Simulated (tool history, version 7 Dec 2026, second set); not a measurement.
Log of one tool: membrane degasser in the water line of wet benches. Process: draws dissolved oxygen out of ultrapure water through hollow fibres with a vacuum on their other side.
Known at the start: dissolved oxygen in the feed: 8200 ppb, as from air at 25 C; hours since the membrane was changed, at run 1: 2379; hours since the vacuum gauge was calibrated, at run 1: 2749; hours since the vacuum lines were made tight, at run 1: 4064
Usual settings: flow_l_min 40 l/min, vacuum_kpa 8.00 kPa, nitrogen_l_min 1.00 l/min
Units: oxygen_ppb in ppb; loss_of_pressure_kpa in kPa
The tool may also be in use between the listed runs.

run,hour,flow_l_min,vacuum_kpa,nitrogen_l_min,hours since the membrane was changed,hours since the vacuum gauge was calibrated,hours since the vacuum lines were made tight,oxygen_ppb,loss_of_pressure_kpa
1,0.0,40,8.00,1.00,2379,2749,4064,437.0,54.68
2,107.5,40,8.00,1.00,2486,2857,4172,433.2,55.04
3,159.0,40,8.00,1.13,2538,2908,4223,400.6,54.79
4,271.6,40,8.00,2.90,2650,3021,4336,213.9,54.72
5,337.1,40,8.00,2.90,2716,3086,4401,215.1,54.25
6,439.1,40,8.00,1.22,2818,3189,4503,382.1,54.59
7,512.3,40,8.00,1.22,2891,3262,4576,376.4,54.82
8,608.9,40,8.00,1.22,2987,3358,4673,376.7,54.97
9,702.1,25,12.84,1.24,3081,3451,4766,417.1,34.13

The next listed run, before its measurement:
10,789.2,25,12.84,1.24,3168,3539,4853,?,?

{"run 10": {"oxygen_ppb": 423.6, "loss_of_pressure_kpa": 34.3}}
Without the tool's hidden state the same run would have given oxygen_ppb 423.6 ppb, loss_of_pressure_kpa 34.29 kPa.

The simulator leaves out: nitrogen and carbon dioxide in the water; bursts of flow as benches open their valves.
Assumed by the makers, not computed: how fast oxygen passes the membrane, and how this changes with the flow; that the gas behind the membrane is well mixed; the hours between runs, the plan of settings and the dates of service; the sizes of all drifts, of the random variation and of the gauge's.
